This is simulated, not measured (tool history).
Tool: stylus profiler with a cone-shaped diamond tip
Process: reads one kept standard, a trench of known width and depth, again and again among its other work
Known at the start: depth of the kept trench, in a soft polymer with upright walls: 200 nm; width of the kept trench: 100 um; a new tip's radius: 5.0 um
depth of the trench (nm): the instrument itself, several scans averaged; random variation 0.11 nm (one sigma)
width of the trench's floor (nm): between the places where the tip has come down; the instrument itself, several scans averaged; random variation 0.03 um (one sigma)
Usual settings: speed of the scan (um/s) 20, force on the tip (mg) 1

run    hour  speed of the scan (um/s)  force on the tip (mg)  depth of the trench (nm)  width of the trench's floor (nm)
  1       0                        20                      1                     200.8                             97130
  2    76.3                        20                      1                    200.84                             97080
  3   138.7                        20                      1                    200.77                             97120
  4   217.4                        20                      1                    200.67                             97150
  5   300.2                        40                      1                    200.85                             97060
  6   359.4                        20                      1                    200.76                             97110
  7   448.9                        80                      1                    200.87                             96860
  8   526.9                        80                      1                    200.87                             96940
  9   597.4                        27                      1                    200.58                             97100
 10   702.6                        20                    2.6                    201.83                             97140
 11   788.9                        20                    2.6                    201.62                             97100
 12   876.6                        20                   0.78                    200.97                             97090
 13   984.9                        20                   0.78                    200.63                             97090
 14  1035.6                        75                   2.43                    201.56                             97040
 15  1106.4                        18                   1.27                    200.98                             97150
 16  1216.7                        71                   1.27                    201.09                             96990
 17  1282.4                        71                   1.27                    201.04                             97010
 18  1371.8                        48                   2.26                    201.45                             97020
 19  1456.1                        20                   1.88                    201.27                             97130
 20  1505.5                         8                    1.7                    201.18                             97130
 21    1614                         8                    1.7                    201.31                             97300
 22  1718.8                        33                   0.93                    200.81                             97040
 23  1832.8                        33                   0.93                     200.8                             97080
 24    1910                        33                   0.93                    200.69                             97070
 25  1977.1                        37                   0.88                    200.82                             97020

Run 26 comes next. What will it give?
 26  2090.4                        37                   0.88                         ?                                 ?

Run 26 gave depth of the trench (nm) 200.73, width of the trench's floor (nm) 97010.
Without the tool's hidden state the same run would have given depth of the trench (nm) 200.78, width of the trench's floor (nm) 97030.
